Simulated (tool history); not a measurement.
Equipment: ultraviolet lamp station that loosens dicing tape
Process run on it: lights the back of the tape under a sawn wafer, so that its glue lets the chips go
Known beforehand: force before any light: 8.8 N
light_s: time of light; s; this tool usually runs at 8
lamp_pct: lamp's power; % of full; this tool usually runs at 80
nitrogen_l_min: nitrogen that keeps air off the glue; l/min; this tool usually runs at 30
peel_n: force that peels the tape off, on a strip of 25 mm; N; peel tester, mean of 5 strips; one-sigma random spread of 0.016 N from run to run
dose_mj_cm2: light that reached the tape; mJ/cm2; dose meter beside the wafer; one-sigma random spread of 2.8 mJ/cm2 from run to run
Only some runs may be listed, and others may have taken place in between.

run   hour  light_s  lamp_pct  nitrogen_l_min  peel_n  dose_mj_cm2
  1    0.0        8        80              30   0.942          343
  2    5.3        8        80              30   0.970          344
  3   14.2        8        80              30   0.965          342
  4   20.4        8        80              30   0.974          339
  5   27.6        8        80              30   0.973          335
  6   34.4        8        80              30   0.971          333
  7   41.3        8        80              30   1.006          339
  8   53.3        8        80              16   1.550          339
  9   64.8        6        80              30   1.656          252
 10   72.2        6        80              30   1.663          246
 11   81.2        6        80              30   1.678          251
 12   92.3        6        80              30   1.682          251
 13   99.3        6        80              30   1.684          243
 14  111.7        8        80              54   0.731          330
 15  120.3       10        80              30   0.724          407
 16  127.9        8        80              19   1.435          324
 17  138.0        8        80              30   1.119          327
 18  148.8        8        80              15   1.762          318
 19  161.3        8        80              15   1.681          320
 20  174.1        8        80              54   0.794          321
 21  180.1        8        80              54   0.790          317
 22  192.4        8        80              10   2.229          318
 23  201.9        8        80              10   2.252          313
 24  208.8        9        61              10   2.688          262
 25  220.7        8        83              11   2.036          324
 26  232.2        9        80              30   0.970          347
 27  242.9       10        66              21   1.503          320
 28  255.5       12        80              21   0.721          463
     257.2  -- window cleaned of glue's vapour
 29  264.4        4        80              30   3.493          139
 30  276.0       12        80              30   0.672          410
 31  286.9       12        80              30   0.707          413
     296.1  -- window cleaned of glue's vapour, once more
 32  299.1        8        65              30   1.349          286
 33  308.2        6        72              30   1.889          240
 34  318.3        6        72              30   1.845          239
 35  326.3        8        80              19   1.312          355
 36  331.6        8        80              19   1.308          353
 37  340.3        8        80              19   1.314          346
 38  346.9        7        78              19   1.728          294
 39  358.5        5        90              11   2.892          244
 40  367.4        5        90              11   2.890          245
 41  374.4       11        61              12   1.671          360
 42  387.3        9        92              29   0.591          432

Alternative continuations, all from the tool just after run 42; predict every row:
  A  397.8        8        80              26       ?            ?
  B  397.8        7        96              29       ?            ?
  C  397.8        8        80              38       ?            ?
  D  397.8        5        92              29       ?            ?
  E  397.8        9        61              16       ?            ?

run  peel_n  dose_mj_cm2
  A   1.094          337
  B   0.942          358
  C   0.867          339
  D   1.807          244
  E   1.930          288
What these runs would have given with no unlogged condition in the tool:
run  peel_n  dose_mj_cm2
  A   0.814          392
  B   0.695          415
  C   0.638          393
  D   1.421          283
  E   1.534          335
